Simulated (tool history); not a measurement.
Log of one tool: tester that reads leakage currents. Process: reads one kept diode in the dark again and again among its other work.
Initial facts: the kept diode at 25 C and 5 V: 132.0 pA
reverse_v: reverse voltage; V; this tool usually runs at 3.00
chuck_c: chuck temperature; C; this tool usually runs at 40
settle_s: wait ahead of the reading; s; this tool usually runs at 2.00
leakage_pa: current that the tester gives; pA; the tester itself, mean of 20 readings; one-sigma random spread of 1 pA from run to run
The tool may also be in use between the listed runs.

Run 1, hour 0.0: usual settings. Result: leakage_pa 361.39 pA.
Run 2, hour 31.8: usual settings. Result: leakage_pa 363.72 pA.
Run 3, hour 62.2: usual settings but reverse_v 1.03 V. Result: leakage_pa 244.69 pA.
At hour 76.7: probe card cleaned and baked.
Run 4, hour 88.5: usual settings but chuck_c 22 C. Result: leakage_pa 86.96 pA.
Run 5, hour 109.8: usual settings but chuck_c 22 C, settle_s 4.49 s. Result: leakage_pa 86.81 pA.
Run 6, hour 137.3: usual settings but chuck_c 22 C, settle_s 4.49 s. Result: leakage_pa 87.96 pA.
Run 7, hour 169.3: usual settings but reverse_v 10.37 V, chuck_c 43 C, settle_s 5.18 s. Result: leakage_pa 690.07 pA.
At hour 173.7: tester calibrated.
Run 8, hour 189.6: usual settings but reverse_v 10.37 V, chuck_c 43 C, settle_s 5.18 s. Result: leakage_pa 689.66 pA.
Run 9, hour 211.3: usual settings but reverse_v 3.63 V, chuck_c 21 C. Result: leakage_pa 87.10 pA.
Run 10, hour 231.6: usual settings but reverse_v 1.55 V, chuck_c 58 C, settle_s 2.77 s. Result: leakage_pa 976.85 pA.
Run 11, hour 261.3: usual settings but reverse_v 1.55 V, chuck_c 58 C, settle_s 2.77 s. Result: leakage_pa 974.26 pA.
Run 12, hour 289.8: usual settings but reverse_v 1.55 V, chuck_c 42 C, settle_s 2.94 s. Result: leakage_pa 324.04 pA.

3 ways to go on from here, each from the tool as it stands after run 12. What would each give?
Run A, hour 316.4: usual settings but chuck_c 38 C. Result: leakage_pa ?.
Run B, hour 316.4: usual settings but reverse_v 2.24 V, chuck_c 42 C, settle_s 2.94 s. Result: leakage_pa ?.
Run C, hour 316.4: usual settings but reverse_v 1.55 V, chuck_c 42 C, settle_s 0.52 s. Result: leakage_pa ?.

run  leakage_pa
  A      309.60
  B      369.65
  C      325.20
The same runs, with their run-to-run variation unchanged, on a tool lacking any hidden condition would have given:
run  leakage_pa
  A      302.74
  B      362.06
  C      318.67
